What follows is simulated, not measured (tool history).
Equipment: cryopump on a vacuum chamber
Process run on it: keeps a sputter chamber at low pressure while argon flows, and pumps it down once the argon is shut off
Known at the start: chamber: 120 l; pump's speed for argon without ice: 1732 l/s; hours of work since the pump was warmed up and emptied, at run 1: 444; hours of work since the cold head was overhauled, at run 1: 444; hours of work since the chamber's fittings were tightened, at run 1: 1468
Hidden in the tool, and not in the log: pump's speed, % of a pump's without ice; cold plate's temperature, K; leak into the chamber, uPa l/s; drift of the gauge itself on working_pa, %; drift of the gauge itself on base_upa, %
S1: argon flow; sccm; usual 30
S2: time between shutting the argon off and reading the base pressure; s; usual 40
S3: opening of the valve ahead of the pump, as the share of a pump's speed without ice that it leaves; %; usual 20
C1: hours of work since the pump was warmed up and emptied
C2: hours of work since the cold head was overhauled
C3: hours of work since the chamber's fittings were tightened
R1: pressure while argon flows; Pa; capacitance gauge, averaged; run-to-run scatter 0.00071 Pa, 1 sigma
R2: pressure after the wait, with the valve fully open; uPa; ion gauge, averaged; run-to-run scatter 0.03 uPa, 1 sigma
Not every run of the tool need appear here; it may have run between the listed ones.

run,hour,S1,S2,S3,C1,C2,C3,R1,R2
1,0.0,30,40,20,444,444,1468,0.1493,2.38
2,17.6,30,40,20,458,458,1482,0.1485,2.45
3,40.5,30,40,20,476,476,1500,0.1489,2.48
4,62.4,30,40,20,493,493,1517,0.1474,2.43
5,86.1,30,40,20,512,512,1536,0.1489,2.52
6,114.7,30,40,20,534,534,1559,0.1496,2.50
7,142.6,30,33,20,556,556,1581,0.1497,2.88
8,156.1,30,33,20,567,567,1591,0.1496,2.83
9,185.5,16,40,20,590,590,1614,0.0787,2.51
10,212.9,16,40,20,612,612,1636,0.0795,2.57
11,230.8,16,40,20,626,626,1650,0.0796,2.61
12,251.6,16,40,20,642,642,1667,0.0792,2.60
# hour 258.3: leaking fittings of the chamber tightened, without venting
13,280.2,16,40,20,663,663,17,0.0800,1.54
14,292.7,16,40,20,673,673,27,0.0799,1.49
15,318.7,16,40,20,694,694,48,0.0788,1.50
16,348.4,47,40,32,717,717,71,0.1488,1.56
17,378.9,47,40,32,741,741,95,0.1490,1.59
18,400.1,47,40,29,758,758,112,0.1638,1.57
19,423.1,34,48,20,776,776,130,0.1716,1.39
20,436.8,34,48,20,787,787,141,0.1710,1.39
21,452.0,12,43,20,799,799,153,0.0602,1.56
22,467.7,12,32,43,811,811,165,0.0292,1.92
23,483.8,29,24,22,824,824,178,0.1321,2.56
24,501.3,29,24,22,837,837,191,0.1330,2.53
25,516.3,29,24,22,849,849,203,0.1327,2.45
26,534.2,29,123,22,863,863,217,0.1327,0.81
27,555.5,27,40,24,880,880,234,0.1141,1.65
28,582.4,22,40,42,901,901,255,0.0548,1.71

Difference, measured minus no-hidden-state, one row per run. Run-to-run variation is common to both terms; the gauge's own scatter need not be:
run,R1,R2
1,+0.0020,+0.95
2,+0.0022,+0.99
3,+0.0022,+1.01
4,+0.0023,+1.00
5,+0.0023,+1.05
6,+0.0025,+1.05
7,+0.0026,+1.10
8,+0.0026,+1.08
9,+0.0014,+1.10
10,+0.0015,+1.12
11,+0.0015,+1.14
12,+0.0016,+1.16
13,+0.0016,+0.08
14,+0.0017,+0.07
15,+0.0017,+0.09
16,+0.0052,+0.11
17,+0.0055,+0.12
18,+0.0055,+0.13
19,+0.0041,+0.15
20,+0.0042,+0.16
21,+0.0015,+0.16
22,+0.0015,+0.17
23,+0.0037,+0.19
24,+0.0038,+0.19
25,+0.0039,+0.20
26,+0.0039,+0.22
27,+0.0037,+0.22
28,+0.0032,+0.24
